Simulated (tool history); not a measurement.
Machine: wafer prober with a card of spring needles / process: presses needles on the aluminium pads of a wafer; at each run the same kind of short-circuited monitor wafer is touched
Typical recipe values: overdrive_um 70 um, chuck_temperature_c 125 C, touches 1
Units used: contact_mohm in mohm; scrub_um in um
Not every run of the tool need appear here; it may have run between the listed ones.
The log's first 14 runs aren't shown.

run   hour  overdrive_um  chuck_temperature_c  touches  contact_mohm  scrub_um
      95.4  -- tips cleaned on abrasive film
 15  100.2            70                  119        1           183     11.34
     105.8  -- tips cleaned on abrasive film
 16  107.0            70                  119        1           181     11.29
     115.7  -- tips cleaned on abrasive film
 17  117.4            70                   87        1           173     11.31
     125.5  -- tips cleaned on abrasive film
 18  126.6            56                   73        2           174      9.04
 19  134.0            56                   73        2           174      9.00
     135.5  -- tips cleaned on abrasive film
 20  142.0            80                   73        2           170     12.93
     145.6  -- tips cleaned on abrasive film
 21  151.2            58                  125        2           184      9.38
     155.5  -- tips cleaned on abrasive film
 22  159.6            58                  125        2           183      9.36
     165.4  -- tips cleaned on abrasive film
 23  167.9            58                  125        2           186      9.33
 24  173.4            62                   40        3           166     10.06
     175.3  -- tips cleaned on abrasive film
 25  181.7            83                   34        2           162     13.40
     185.8  -- tips cleaned on abrasive film
 26  189.7            83                   34        2           162     13.37
     195.8  -- tips cleaned on abrasive film
 27  195.8            71                   81        1           174     11.45
 28  200.2            71                   81        1           173     11.44
     206.2  -- tips cleaned on abrasive film
 29  209.0            62                   41        1           171     10.00
     216.7  -- tips cleaned on abrasive film
 30  217.3            59                   84        1           180      9.51
     227.1  -- tips cleaned on abrasive film
 31  227.7            59                   84        1           177      9.57
     237.2  -- tips cleaned on abrasive film
 32  238.3            52                  119        1           186      8.43
     247.6  -- tips cleaned on abrasive film
 33  248.6            79                   40        1           163     12.78

Consider 5 possible next runs. They are alternatives, not a sequence: every one starts from the tool as it was left by run 33. What does each give?
  A  254.8            67                   33        1             ?         ?
  B  254.8            79                   45        2             ?         ?
  C  254.8            60                   40        1             ?         ?
  D  254.8            79                   34        3             ?         ?
  E  254.8            83                   40        3             ?         ?

run  contact_mohm  scrub_um
  A           164     10.80
  B           165     12.74
  C           167      9.72
  D           164     12.77
  E           165     13.39
Without the tool's unlogged condition, the same runs would have read:
run  contact_mohm  scrub_um
  A           164     10.80
  B           165     12.74
  C           167      9.72
  D           164     12.77
  E           164     13.40
